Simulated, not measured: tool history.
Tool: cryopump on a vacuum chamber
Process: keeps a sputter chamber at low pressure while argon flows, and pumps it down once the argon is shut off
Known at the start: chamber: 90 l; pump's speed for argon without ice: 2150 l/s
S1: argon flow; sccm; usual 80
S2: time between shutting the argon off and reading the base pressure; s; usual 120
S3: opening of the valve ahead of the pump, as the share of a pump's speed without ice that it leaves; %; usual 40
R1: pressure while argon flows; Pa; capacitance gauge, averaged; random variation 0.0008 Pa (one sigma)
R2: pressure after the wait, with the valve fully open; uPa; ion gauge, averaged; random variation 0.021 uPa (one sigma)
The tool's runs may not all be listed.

Run 1, hour 0.0: usual settings. Result: R1 0.1632 Pa, R2 0.57 uPa.
Run 2, hour 21.9: usual settings. Result: R1 0.1644 Pa, R2 0.52 uPa.
Run 3, hour 59.6: usual settings. Result: R1 0.1642 Pa, R2 0.54 uPa.
Run 4, hour 97.5: usual settings. Result: R1 0.1635 Pa, R2 0.58 uPa.
Run 5, hour 139.1: usual settings. Result: R1 0.1653 Pa, R2 0.59 uPa.
Run 6, hour 183.4: usual settings but S2 48 s. Result: R1 0.1648 Pa, R2 1.01 uPa.
Run 7, hour 208.9: usual settings but S2 48 s. Result: R1 0.1663 Pa, R2 1.02 uPa.
Run 8, hour 255.2: usual settings but S2 48 s. Result: R1 0.1654 Pa, R2 1.03 uPa.
Run 9, hour 285.5: usual settings but S2 25 s. Result: R1 0.1665 Pa, R2 1.67 uPa.
Run 10, hour 311.4: usual settings but S2 25 s. Result: R1 0.1670 Pa, R2 1.72 uPa.
Run 11, hour 336.4: usual settings but S2 25 s. Result: R1 0.1684 Pa, R2 1.71 uPa.
Run 12, hour 370.6: usual settings but S2 25 s. Result: R1 0.1662 Pa, R2 1.63 uPa.
Run 13, hour 410.7: usual settings but S2 25 s. Result: R1 0.1690 Pa, R2 1.72 uPa.
Run 14, hour 436.5: usual settings but S3 16 %. Result: R1 0.4035 Pa, R2 0.62 uPa.
Run 15, hour 474.3: usual settings but S2 104 s. Result: R1 0.1704 Pa, R2 0.64 uPa.
Run 16, hour 498.7: usual settings but S2 104 s. Result: R1 0.1698 Pa, R2 0.71 uPa.
Run 17, hour 526.5: usual settings. Result: R1 0.1718 Pa, R2 0.63 uPa.
Run 18, hour 571.4: usual settings but S1 73 sccm, S2 222 s, S3 16 %. Result: R1 0.3711 Pa, R2 0.46 uPa.
Run 19, hour 599.7: usual settings but S1 53 sccm, S2 222 s, S3 27 %. Result: R1 0.1644 Pa, R2 0.51 uPa.
Run 20, hour 628.1: usual settings but S1 53 sccm, S2 222 s, S3 27 %. Result: R1 0.1627 Pa, R2 0.50 uPa.
Run 21, hour 658.2: usual settings but S1 38 sccm, S2 48 s, S3 26 %. Result: R1 0.1226 Pa, R2 1.00 uPa.
Run 22, hour 690.1: usual settings but S1 71 sccm, S2 22 s. Result: R1 0.1528 Pa, R2 1.95 uPa.
Run 23, hour 721.1: usual settings but S1 71 sccm, S2 22 s. Result: R1 0.1530 Pa, R2 1.95 uPa.
Run 24, hour 752.9: usual settings but S3 41 %. Result: R1 0.1696 Pa, R2 0.62 uPa.
Run 25, hour 774.7: usual settings but S1 41 sccm, S3 41 %. Result: R1 0.0861 Pa, R2 0.65 uPa.
Run 26, hour 795.0: usual settings but S1 107 sccm, S2 87 s, S3 23 %. Result: R1 0.3898 Pa, R2 0.77 uPa.
Run 27, hour 816.6: usual settings but S1 107 sccm, S2 87 s, S3 23 %. Result: R1 0.3879 Pa, R2 0.82 uPa.
Run 28, hour 837.2: usual settings but S1 85 sccm, S2 123 s, S3 44 %. Result: R1 0.1698 Pa, R2 0.60 uPa.
At hour 868.1: pump warmed up, emptied and cooled again.
Run 29, hour 869.5: usual settings but S1 85 sccm, S2 123 s, S3 44 %. Result: R1 0.1549 Pa, R2 0.57 uPa.
Run 30, hour 894.4: usual settings but S1 41 sccm, S3 32 %. Result: R1 0.1017 Pa, R2 0.57 uPa.
Run 31, hour 916.4: usual settings but S1 41 sccm, S3 32 %. Result: R1 0.1021 Pa, R2 0.63 uPa.
Run 32, hour 963.1: usual settings but S2 291 s, S3 54 %. Result: R1 0.1186 Pa, R2 0.41 uPa.
Run 33, hour 1001.3: usual settings but S1 114 sccm, S3 43 %. Result: R1 0.2123 Pa, R2 0.62 uPa.

3 ways to go on from here, each from the tool as it stands after run 33. What would each give?
Run A, hour 1026.5: usual settings but S1 85 sccm, S3 18 %. Result: R1 ?, R2 ?.
Run B, hour 1026.5: usual settings but S1 105 sccm, S2 194 s, S3 19 %. Result: R1 ?, R2 ?.
Run C, hour 1026.5: usual settings but S1 50 sccm, S2 29 s. Result: R1 ?, R2 ?.

run      R1    R2
  A  0.3761  0.64
  B  0.4366  0.51
  C  0.1008  1.54
Without the tool's hidden state the same runs would have given:
run      R1    R2
  A  0.3724  0.46
  B  0.4321  0.34
  C  0.0986  1.36
